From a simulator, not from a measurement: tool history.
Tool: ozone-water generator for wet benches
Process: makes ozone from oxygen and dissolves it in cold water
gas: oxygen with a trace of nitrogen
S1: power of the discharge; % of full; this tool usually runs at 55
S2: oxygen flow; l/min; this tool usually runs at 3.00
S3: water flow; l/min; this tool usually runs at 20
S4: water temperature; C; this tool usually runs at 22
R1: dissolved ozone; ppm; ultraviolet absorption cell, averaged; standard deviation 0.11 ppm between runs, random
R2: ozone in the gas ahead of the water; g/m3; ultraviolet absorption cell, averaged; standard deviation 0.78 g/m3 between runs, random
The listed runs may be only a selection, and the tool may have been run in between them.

{"run": 1, "hour": 0.0, "S1": 55, "S2": 3.0, "S3": 20, "S4": 22, "R1": 8.5, "R2": 119.6}
{"run": 2, "hour": 113.4, "S1": 55, "S2": 3.0, "S3": 20, "S4": 22, "R1": 8.5, "R2": 119.7}
{"run": 3, "hour": 318.7, "S1": 51, "S2": 3.0, "S3": 20, "S4": 22, "R1": 8.0, "R2": 112.9}
{"run": 4, "hour": 529.6, "S1": 51, "S2": 3.0, "S3": 20, "S4": 22, "R1": 8.2, "R2": 113.0}
{"run": 5, "hour": 689.1, "S1": 51, "S2": 3.0, "S3": 20, "S4": 22, "R1": 8.1, "R2": 112.2}
{"run": 6, "hour": 900.4, "S1": 55, "S2": 3.0, "S3": 20, "S4": 22, "R1": 8.6, "R2": 119.6}
{"hour": 925.2, "done": "contactor cleaned"}
{"run": 7, "hour": 1132.1, "S1": 55, "S2": 3.0, "S3": 20, "S4": 22, "R1": 8.4, "R2": 120.1}
{"run": 8, "hour": 1255.7, "S1": 55, "S2": 3.0, "S3": 20, "S4": 22, "R1": 8.3, "R2": 119.5}
{"run": 9, "hour": 1379.2, "S1": 55, "S2": 1.98, "S3": 20, "S4": 22, "R1": 7.7, "R2": 143.0}
{"run": 10, "hour": 1574.1, "S1": 89, "S2": 2.42, "S3": 26, "S4": 18, "R1": 8.6, "R2": 186.6}
{"run": 11, "hour": 1802.7, "S1": 81, "S2": 3.0, "S3": 20, "S4": 18, "R1": 11.7, "R2": 158.7}
{"run": 12, "hour": 2028.8, "S1": 79, "S2": 3.0, "S3": 20, "S4": 17, "R1": 11.7, "R2": 156.7}
{"run": 13, "hour": 2165.8, "S1": 55, "S2": 2.83, "S3": 20, "S4": 22, "R1": 8.4, "R2": 122.1}
{"run": 14, "hour": 2347.0, "S1": 55, "S2": 3.0, "S3": 20, "S4": 15, "R1": 8.9, "R2": 119.1}
{"run": 15, "hour": 2537.3, "S1": 54, "S2": 3.0, "S3": 13, "S4": 15, "R1": 13.7, "R2": 117.5}
{"run": 16, "hour": 2675.6, "S1": 55, "S2": 1.99, "S3": 30, "S4": 15, "R1": 4.9, "R2": 144.2}

Predict each of these 3 candidate next runs independently; none follows another, all start after run 16:
{"run": "A", "hour": 2883.4, "S1": 57, "S2": 4.62, "S3": 20, "S4": 22, "R1": "?", "R2": "?"}
{"run": "B", "hour": 2883.4, "S1": 42, "S2": 2.27, "S3": 13, "S4": 15, "R1": "?", "R2": "?"}
{"run": "C", "hour": 2883.4, "S1": 84, "S2": 1.65, "S3": 20, "S4": 14, "R1": "?", "R2": "?"}

run=A R1=9.4 R2=100.6
run=B R1=10.9 R2=110.3
run=C R1=10.4 R2=212.1
Take away the tool's hidden state, keep each run's random variation, and the runs would have read:
run=A R1=9.5 R2=100.7
run=B R1=10.9 R2=110.4
run=C R1=10.4 R2=212.4
